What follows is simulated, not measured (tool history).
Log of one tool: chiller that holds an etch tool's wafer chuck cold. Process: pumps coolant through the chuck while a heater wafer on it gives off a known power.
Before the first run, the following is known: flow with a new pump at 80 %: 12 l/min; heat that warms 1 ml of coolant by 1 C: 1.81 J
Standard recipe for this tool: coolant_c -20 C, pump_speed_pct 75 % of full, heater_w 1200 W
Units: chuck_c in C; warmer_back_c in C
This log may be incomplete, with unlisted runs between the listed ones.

| run | hour | coolant_c | pump_speed_pct | heater_w | chuck_c | warmer_back_c |
|---|---|---|---|---|---|---|
| 1 | 0.0 | -20 | 75 | 1200 | -9.0 | 3.63 |
| 2 | 26.3 | -20 | 75 | 1200 | -8.8 | 3.63 |
| 3 | 51.9 | -20 | 75 | 1200 | -8.8 | 3.59 |
| 4 | 86.4 | -20 | 75 | 1200 | -8.7 | 3.66 |
| 5 | 104.1 | -20 | 75 | 1200 | -9.0 | 3.64 |
| 6 | 131.2 | -20 | 75 | 1645 | -4.6 | 4.97 |
| 7 | 161.2 | -20 | 75 | 1645 | -4.7 | 4.95 |
|  | 164.9 | chiller's thermometer calibrated |
| 8 | 203.9 | -20 | 85 | 617 | -15.2 | 1.65 |
| 9 | 242.8 | -20 | 75 | 765 | -13.2 | 2.30 |
| 10 | 278.7 | -20 | 75 | 740 | -13.6 | 2.21 |
| 11 | 310.6 | -20 | 72 | 911 | -11.5 | 2.81 |
| 12 | 338.3 | -20 | 99 | 911 | -13.1 | 2.03 |

What if the next run were any one of these 3? Each begins from the tool's condition after run 12:
|  | 349.0 | chiller's thermometer calibrated, once more |
| A | 361.2 | -20 | 66 | 785 | ? | ? |
|  | 349.0 | chiller's thermometer calibrated, once more |
| B | 361.2 | -20 | 75 | 1200 | ? | ? |
|  | 349.0 | chiller's thermometer calibrated, once more |
| C | 361.2 | -10 | 75 | 1006 | ? | ? |

| run | chuck_c | warmer_back_c |
|---|---|---|
| A | -11.9 | 2.71 |
| B | -8.5 | 3.64 |
| C | -0.3 | 3.03 |
Stripped of hidden state, with their random variation kept, the same runs would have yielded:
| run | chuck_c | warmer_back_c |
|---|---|---|
| A | -12.7 | 2.66 |
| B | -9.7 | 3.57 |
| C | -1.3 | 2.98 |
